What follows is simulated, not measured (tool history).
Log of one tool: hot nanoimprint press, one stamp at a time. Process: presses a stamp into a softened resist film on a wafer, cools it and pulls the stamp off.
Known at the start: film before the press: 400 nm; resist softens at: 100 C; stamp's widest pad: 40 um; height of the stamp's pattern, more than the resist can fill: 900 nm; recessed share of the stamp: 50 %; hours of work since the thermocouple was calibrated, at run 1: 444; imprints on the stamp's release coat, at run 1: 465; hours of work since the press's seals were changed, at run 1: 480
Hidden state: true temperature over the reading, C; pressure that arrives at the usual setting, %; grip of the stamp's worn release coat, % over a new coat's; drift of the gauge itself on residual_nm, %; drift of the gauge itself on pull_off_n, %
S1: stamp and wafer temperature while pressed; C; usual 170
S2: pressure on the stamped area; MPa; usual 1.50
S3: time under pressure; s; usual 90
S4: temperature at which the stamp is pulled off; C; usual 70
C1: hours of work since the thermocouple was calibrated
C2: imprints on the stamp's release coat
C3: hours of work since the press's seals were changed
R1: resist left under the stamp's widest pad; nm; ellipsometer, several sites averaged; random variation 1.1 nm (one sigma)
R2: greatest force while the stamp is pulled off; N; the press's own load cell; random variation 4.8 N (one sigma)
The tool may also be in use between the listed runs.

Run 1, hour 0.0: usual settings; C1 444; C2 465; C3 480. Result: R1 175.4 nm, R2 275 N.
Run 2, hour 16.0: usual settings; C1 457; C2 539; C3 493. Result: R1 176.6 nm, R2 273 N.
Run 3, hour 28.1: usual settings; C1 467; C2 594; C3 502. Result: R1 177.5 nm, R2 297 N.
Run 4, hour 38.9: usual settings but S2 1.13 MPa; C1 475; C2 644; C3 511. Result: R1 197.2 nm, R2 292 N.
At hour 52.9: press's hydraulic seals changed and the load cell set to zero.
Run 5, hour 62.1: usual settings but S2 1.13 MPa, S4 76 C; C1 487; C2 714; C3 7. Result: R1 198.2 nm, R2 292 N.
Run 6, hour 77.5: usual settings but S2 1.13 MPa, S4 76 C; C1 500; C2 784; C3 20. Result: R1 198.5 nm, R2 300 N.
Run 7, hour 93.6: usual settings but S2 1.13 MPa, S4 76 C; C1 512; C2 858; C3 32. Result: R1 198.8 nm, R2 305 N.
Run 8, hour 101.4: usual settings but S1 162 C; C1 519; C2 894; C3 39. Result: R1 264.6 nm, R2 329 N.
Run 9, hour 111.4: usual settings but S1 162 C; C1 527; C2 940; C3 47. Result: R1 266.1 nm, R2 323 N.
Run 10, hour 124.7: usual settings but S1 162 C; C1 537; C2 1001; C3 57. Result: R1 266.4 nm, R2 325 N.
Run 11, hour 139.4: usual settings but S1 162 C, S2 1.10 MPa; C1 549; C2 1069; C3 69. Result: R1 286.6 nm, R2 330 N.
At hour 146.6: plate thermocouple calibrated.
Run 12, hour 153.0: usual settings but S1 162 C, S2 1.10 MPa; C1 5; C2 1118; C3 77. Result: R1 266.0 nm, R2 349 N.
Run 13, hour 159.9: usual settings but S1 177 C, S2 1.33 MPa, S3 144 s, S4 72 C; C1 11; C2 1149; C3 83. Result: R1 92.7 nm, R2 331 N.
Run 14, hour 169.7: usual settings but S1 175 C, S2 2.20 MPa, S3 66 s, S4 62 C; C1 18; C2 1194; C3 91. Result: R1 116.6 nm, R2 361 N.
Run 15, hour 180.9: usual settings but S2 1.79 MPa, S4 57 C; C1 27; C2 1246; C3 100. Result: R1 148.6 nm, R2 383 N.
At hour 193.3: stamp cleaned and given a new release coat.
Run 16, hour 198.4: usual settings but S1 178 C, S2 1.79 MPa, S4 57 C; C1 37; C2 24; C3 109. Result: R1 95.9 nm, R2 257 N.
Run 17, hour 207.4: usual settings but S1 178 C, S2 1.79 MPa, S4 57 C; C1 44; C2 65; C3 116. Result: R1 96.6 nm, R2 258 N.
Run 18, hour 219.1: usual settings but S1 174 C, S2 2.05 MPa, S3 100 s, S4 62 C; C1 53; C2 119; C3 125. Result: R1 106.3 nm, R2 258 N.
Run 19, hour 230.3: usual settings but S1 174 C, S2 2.05 MPa, S3 100 s, S4 62 C; C1 62; C2 170; C3 134. Result: R1 106.9 nm, R2 260 N.
Run 20, hour 246.4: usual settings but S4 61 C; C1 75; C2 245; C3 147. Result: R1 163.6 nm, R2 255 N.
Run 21, hour 254.2: usual settings but S1 172 C, S3 53 s, S4 71 C; C1 81; C2 280; C3 154. Result: R1 181.5 nm, R2 251 N.

Hidden state or all else? Some run-to-run changes of R1, split into what the settings, what came in and random variation would give without the hidden state, and what is left for the hidden state (with any gauge scatter that isn't in both results):
Run 7 -> 8: S1 170 -> 162, S2 1.13 -> 1.50, S4 76 -> 70. R1 +65.8 nm: hidden state +4.1, all else +61.7.
Run 11 -> 12: plate thermocouple calibrated. R1 -20.6 nm: hidden state -22.2, all else +1.6.
Run 12 -> 13: S1 162 -> 177, S2 1.10 -> 1.33, S3 90 -> 144, S4 70 -> 72. R1 -173.3 nm: hidden state -0.7, all else -172.6.

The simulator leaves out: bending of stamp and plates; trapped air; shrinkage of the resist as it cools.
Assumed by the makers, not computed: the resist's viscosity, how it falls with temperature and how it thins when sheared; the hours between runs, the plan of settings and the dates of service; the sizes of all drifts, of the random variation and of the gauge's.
